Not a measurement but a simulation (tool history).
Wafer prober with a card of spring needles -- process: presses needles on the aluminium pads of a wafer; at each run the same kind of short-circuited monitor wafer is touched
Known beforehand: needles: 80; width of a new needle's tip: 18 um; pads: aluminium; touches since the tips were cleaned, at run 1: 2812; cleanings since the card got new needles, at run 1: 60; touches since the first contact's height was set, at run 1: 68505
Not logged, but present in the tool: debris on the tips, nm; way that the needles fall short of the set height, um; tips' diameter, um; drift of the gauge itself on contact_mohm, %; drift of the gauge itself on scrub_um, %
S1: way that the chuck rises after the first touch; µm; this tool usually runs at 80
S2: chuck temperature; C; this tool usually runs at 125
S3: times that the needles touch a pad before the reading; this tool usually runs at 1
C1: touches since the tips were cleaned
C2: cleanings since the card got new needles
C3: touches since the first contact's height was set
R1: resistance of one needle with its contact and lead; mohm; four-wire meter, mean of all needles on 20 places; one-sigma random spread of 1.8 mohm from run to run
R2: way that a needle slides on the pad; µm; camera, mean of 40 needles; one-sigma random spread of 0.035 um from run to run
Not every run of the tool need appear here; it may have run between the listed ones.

run	hour	S1	S2	S3	C1	C2	C3	R1	R2
1	0	80	125	1	2812	60	68505	178	11.78
# hour 22.2: tips cleaned on abrasive film
2	43	71	125	1	5284	61	79428	185	10.42
# hour 55.5: tips cleaned on abrasive film
# hour 88.8: tips cleaned on abrasive film
3	100.1	71	125	1	2876	63	93928	182	10.44
# hour 122.7: tips cleaned on abrasive film
4	147.2	80	46	1	6254	64	105929	168	11.75
# hour 156.8: tips cleaned on abrasive film
# hour 192.3: tips cleaned on abrasive film
# hour 226: tips cleaned on abrasive film
5	226	80	46	1	0	67	125914	166	11.74
# hour 259.9: tips cleaned on abrasive film
6	273.7	84	125	1	3508	68	138046	181	12.29
# hour 291.1: tips cleaned on abrasive film
# hour 325.9: tips cleaned on abrasive film
7	343.3	84	125	1	4435	70	155744	179	12.34
# hour 358.1: tips cleaned on abrasive film
# hour 358.4: height of the first contact set anew
# hour 393.9: tips cleaned on abrasive film
8	409.5	80	125	1	3961	72	12996	182	11.71
# hour 430: tips cleaned on abrasive film
9	456	80	125	1	6639	73	24834	180	11.71
# hour 460.5: tips cleaned on abrasive film
# hour 491.6: tips cleaned on abrasive film
10	512.3	80	125	1	5276	75	39116	181	11.7
# hour 526.4: tips cleaned on abrasive film
# hour 563.2: tips cleaned on abrasive film
11	575.2	80	125	1	3046	77	55105	182	11.73
# hour 598.1: tips cleaned on abrasive film
# hour 634.8: tips cleaned on abrasive film
12	642.7	80	125	1	2025	79	72265	180	11.67
# hour 667: tips cleaned on abrasive film
# hour 697.7: tips cleaned on abrasive film
13	699.2	80	125	1	386	81	86601	179	11.6
# hour 733.6: tips cleaned on abrasive film
# hour 770.9: tips cleaned on abrasive film
14	778.2	80	59	1	1857	83	106692	167	11.65
# hour 804.8: tips cleaned on abrasive film
15	828.4	80	37	1	5997	84	119447	164	11.61
# hour 838.7: tips cleaned on abrasive film
# hour 872.3: tips cleaned on abrasive film
# hour 903.4: tips cleaned on abrasive film
16	903.4	80	60	1	0	87	138508	167	11.64
# hour 934.1: tips cleaned on abrasive film
17	963.1	76	60	1	7382	88	153685	168	11.05
# hour 968.5: tips cleaned on abrasive film
# hour 986.2: height of the first contact set anew
# hour 1002.7: tips cleaned on abrasive film
18	1017.6	76	40	1	3797	90	7965	164	10.96
# hour 1033.6: tips cleaned on abrasive film
# hour 1064: tips cleaned on abrasive film
19	1091.5	76	40	1	6990	92	26742	164	11.01
# hour 1098: tips cleaned on abrasive film
# hour 1130.1: tips cleaned on abrasive film
# hour 1162.6: tips cleaned on abrasive film
20	1165.4	76	40	1	718	95	45515	163	11.02
# hour 1193.7: tips cleaned on abrasive film
# hour 1229.9: tips cleaned on abrasive film
21	1230.4	76	40	1	112	97	62020	163	10.95
# hour 1263.3: tips cleaned on abrasive film
22	1279.1	80	97	1	4031	98	74423	177	11.53
# hour 1294.9: tips cleaned on abrasive film
# hour 1326.1: tips cleaned on abrasive film
23	1345.6	80	37	2	4967	100	91315	167	11.52
# hour 1357.8: tips cleaned on abrasive film
# hour 1388.3: tips cleaned on abrasive film
24	1397.1	82	52	3	2252	102	104386	166	11.77
# hour 1423: tips cleaned on abrasive film
25	1445.5	82	52	3	5712	103	116680	163	11.85
# hour 1454.8: tips cleaned on abrasive film
# hour 1488.8: tips cleaned on abrasive film
# hour 1521: tips cleaned on abrasive film
26	1527.5	62	81	2	1652	106	137515	177	8.91
# hour 1554.9: tips cleaned on abrasive film
27	1579.3	62	81	2	6212	107	150694	180	9.01
# hour 1586: tips cleaned on abrasive film
# hour 1614.5: gauge calibrated
# hour 1614.8: height of the first contact set anew
# hour 1622.3: tips cleaned on abrasive film
28	1630.7	70	125	1	2132	109	4016	184	10.32
# hour 1653.9: tips cleaned on abrasive film
29	1677.5	80	106	1	6014	110	15923	176	11.77

Selected run-to-run steps in R2, each split into two signed amounts: the part the tool would show with no hidden state at all (from settings, incoming material and random variation), and the remainder, which goes to the hidden state together with any gauge scatter not common to the measured and the hidden-state-free results:
Run 25 -> 26: S1 82 -> 62, S2 52 -> 81, S3 3 -> 2, tips cleaned on abrasive film, tips cleaned on abrasive film, tips cleaned on abrasive film. R2 -2.94 µm: hidden state +0.05, all else -2.99.
Run 27 -> 28: S1 62 -> 70, S2 81 -> 125, S3 2 -> 1, tips cleaned on abrasive film, gauge calibrated, height of the first contact set anew, tips cleaned on abrasive film. R2 +1.31 µm: hidden state +0.22, all else +1.09.
Run 28 -> 29: S1 70 -> 80, S2 125 -> 106, tips cleaned on abrasive film. R2 +1.45 µm: hidden state -0.01, all else +1.46.
